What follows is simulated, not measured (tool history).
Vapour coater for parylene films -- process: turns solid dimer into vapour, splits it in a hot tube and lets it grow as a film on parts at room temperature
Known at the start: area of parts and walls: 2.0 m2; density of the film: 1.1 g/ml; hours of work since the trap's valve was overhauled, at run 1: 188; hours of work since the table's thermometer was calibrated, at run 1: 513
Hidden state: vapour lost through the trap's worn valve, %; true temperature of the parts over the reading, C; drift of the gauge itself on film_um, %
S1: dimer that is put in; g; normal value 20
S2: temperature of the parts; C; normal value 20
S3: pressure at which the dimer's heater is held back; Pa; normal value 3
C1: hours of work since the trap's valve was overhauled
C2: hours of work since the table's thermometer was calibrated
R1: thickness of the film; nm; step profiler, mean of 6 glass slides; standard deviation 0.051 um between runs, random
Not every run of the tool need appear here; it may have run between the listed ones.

{"run": 1, "hour": 0.0, "S1": 20, "S2": 20, "S3": 3, "C1": 188, "C2": 513, "R1": 6110}
{"run": 2, "hour": 24.6, "S1": 20, "S2": 20, "S3": 3, "C1": 206, "C2": 530, "R1": 6040}
{"run": 3, "hour": 44.2, "S1": 20, "S2": 20, "S3": 3, "C1": 220, "C2": 545, "R1": 6180}
{"run": 4, "hour": 67.5, "S1": 20, "S2": 20, "S3": 3, "C1": 237, "C2": 561, "R1": 6090}
{"run": 5, "hour": 88.4, "S1": 20, "S2": 20, "S3": 3, "C1": 252, "C2": 577, "R1": 6080}
{"run": 6, "hour": 99.2, "S1": 20, "S2": 15, "S3": 3, "C1": 260, "C2": 584, "R1": 6850}
{"hour": 120.9, "done": "trap's valve overhauled"}
{"run": 7, "hour": 121.5, "S1": 20, "S2": 15, "S3": 3, "C1": 0, "C2": 598, "R1": 7200}
{"run": 8, "hour": 142.8, "S1": 28, "S2": 20, "S3": 3, "C1": 16, "C2": 613, "R1": 8830}
{"run": 9, "hour": 158.8, "S1": 20, "S2": 20, "S3": 3, "C1": 27, "C2": 625, "R1": 6380}
{"run": 10, "hour": 183.9, "S1": 20, "S2": 20, "S3": 3, "C1": 45, "C2": 643, "R1": 6310}
{"run": 11, "hour": 199.1, "S1": 20, "S2": 20, "S3": 5.01, "C1": 56, "C2": 654, "R1": 5840}
{"run": 12, "hour": 212.5, "S1": 20, "S2": 20, "S3": 3, "C1": 66, "C2": 663, "R1": 6280}
{"run": 13, "hour": 227.4, "S1": 20, "S2": 20, "S3": 2.98, "C1": 77, "C2": 674, "R1": 6240}
{"run": 14, "hour": 248.8, "S1": 20, "S2": 20, "S3": 2.98, "C1": 92, "C2": 689, "R1": 6240}
{"run": 15, "hour": 264.0, "S1": 20, "S2": 20, "S3": 2.98, "C1": 103, "C2": 700, "R1": 6180}
{"run": 16, "hour": 283.9, "S1": 20, "S2": 20, "S3": 2.98, "C1": 118, "C2": 715, "R1": 6280}
{"run": 17, "hour": 306.3, "S1": 20, "S2": 20, "S3": 3, "C1": 134, "C2": 731, "R1": 6250}
{"run": 18, "hour": 324.9, "S1": 20, "S2": 20, "S3": 2.06, "C1": 147, "C2": 744, "R1": 6550}
{"run": 19, "hour": 341.9, "S1": 20, "S2": 20, "S3": 3, "C1": 160, "C2": 757, "R1": 6200}
{"run": 20, "hour": 360.7, "S1": 20, "S2": 20, "S3": 3, "C1": 173, "C2": 770, "R1": 6150}
{"run": 21, "hour": 375.5, "S1": 20, "S2": 13, "S3": 3, "C1": 184, "C2": 781, "R1": 7300}
{"run": 22, "hour": 393.6, "S1": 20, "S2": 13, "S3": 3, "C1": 197, "C2": 794, "R1": 7250}
{"run": 23, "hour": 416.7, "S1": 20, "S2": 13, "S3": 3, "C1": 214, "C2": 811, "R1": 7280}
{"run": 24, "hour": 431.3, "S1": 8, "S2": 14, "S3": 4.83, "C1": 224, "C2": 821, "R1": 2630}
{"run": 25, "hour": 445.9, "S1": 16, "S2": 14, "S3": 11.22, "C1": 235, "C2": 832, "R1": 4530}
{"run": 26, "hour": 464.9, "S1": 28, "S2": 19, "S3": 6.76, "C1": 248, "C2": 846, "R1": 7540}
{"run": 27, "hour": 477.5, "S1": 28, "S2": 28, "S3": 6.76, "C1": 257, "C2": 855, "R1": 6030}
{"hour": 501.2, "done": "trap's valve overhauled"}
{"run": 28, "hour": 501.2, "S1": 12, "S2": 24, "S3": 3.53, "C1": 0, "C2": 869, "R1": 3410}
{"run": 29, "hour": 525.7, "S1": 12, "S2": 24, "S3": 3.53, "C1": 18, "C2": 887, "R1": 3350}
{"run": 30, "hour": 548.6, "S1": 12, "S2": 27, "S3": 3.53, "C1": 34, "C2": 903, "R1": 3100}
{"run": 31, "hour": 562.0, "S1": 20, "S2": 27, "S3": 5.62, "C1": 44, "C2": 913, "R1": 4760}
{"run": 32, "hour": 575.2, "S1": 16, "S2": 27, "S3": 4.26, "C1": 53, "C2": 922, "R1": 4010}
{"run": 33, "hour": 586.0, "S1": 31, "S2": 20, "S3": 4.23, "C1": 61, "C2": 930, "R1": 9250}
{"run": 34, "hour": 611.5, "S1": 31, "S2": 20, "S3": 4.23, "C1": 80, "C2": 949, "R1": 9310}
{"run": 35, "hour": 622.1, "S1": 10, "S2": 25, "S3": 3, "C1": 87, "C2": 956, "R1": 2850}
{"run": 36, "hour": 640.8, "S1": 10, "S2": 25, "S3": 3, "C1": 101, "C2": 970, "R1": 2770}
{"run": 37, "hour": 652.1, "S1": 15, "S2": 26, "S3": 2.02, "C1": 109, "C2": 978, "R1": 4260}
{"run": 38, "hour": 670.5, "S1": 15, "S2": 26, "S3": 2.02, "C1": 122, "C2": 991, "R1": 4240}
{"run": 39, "hour": 694.2, "S1": 15, "S2": 27, "S3": 2.02, "C1": 139, "C2": 1008, "R1": 4130}
{"run": 40, "hour": 715.0, "S1": 15, "S2": 21, "S3": 11.28, "C1": 154, "C2": 1023, "R1": 3650}
{"run": 41, "hour": 738.4, "S1": 26, "S2": 21, "S3": 11.28, "C1": 171, "C2": 1040, "R1": 6330}
{"run": 42, "hour": 757.9, "S1": 10, "S2": 14, "S3": 5.97, "C1": 185, "C2": 1054, "R1": 3210}
{"run": 43, "hour": 781.2, "S1": 16, "S2": 23, "S3": 11.19, "C1": 202, "C2": 1071, "R1": 3650}
{"run": 44, "hour": 793.6, "S1": 9, "S2": 22, "S3": 10.62, "C1": 211, "C2": 1080, "R1": 2090}
{"run": 45, "hour": 807.7, "S1": 9, "S2": 22, "S3": 10.62, "C1": 221, "C2": 1090, "R1": 2100}
{"run": 46, "hour": 822.8, "S1": 8, "S2": 29, "S3": 7.49, "C1": 232, "C2": 1101, "R1": 1660}

4 ways to go on from here, each from the tool as it stands after run 46. What would each give?
{"run": "A", "hour": 840.1, "S1": 15, "S2": 29, "S3": 4.66, "C1": 245, "C2": 1114, "R1": "?"}
{"run": "B", "hour": 840.1, "S1": 17, "S2": 26, "S3": 3.2, "C1": 245, "C2": 1114, "R1": "?"}
{"run": "C", "hour": 840.1, "S1": 8, "S2": 29, "S3": 2.41, "C1": 245, "C2": 1114, "R1": "?"}
{"run": "D", "hour": 840.1, "S1": 8, "S2": 21, "S3": 2.18, "C1": 245, "C2": 1114, "R1": "?"}

run=A R1=3370
run=B R1=4370
run=C R1=2020
run=D R1=2520
Had the tool no hidden state, the same runs would have come out as:
run=A R1=3550
run=B R1=4590
run=C R1=2120
run=D R1=2650

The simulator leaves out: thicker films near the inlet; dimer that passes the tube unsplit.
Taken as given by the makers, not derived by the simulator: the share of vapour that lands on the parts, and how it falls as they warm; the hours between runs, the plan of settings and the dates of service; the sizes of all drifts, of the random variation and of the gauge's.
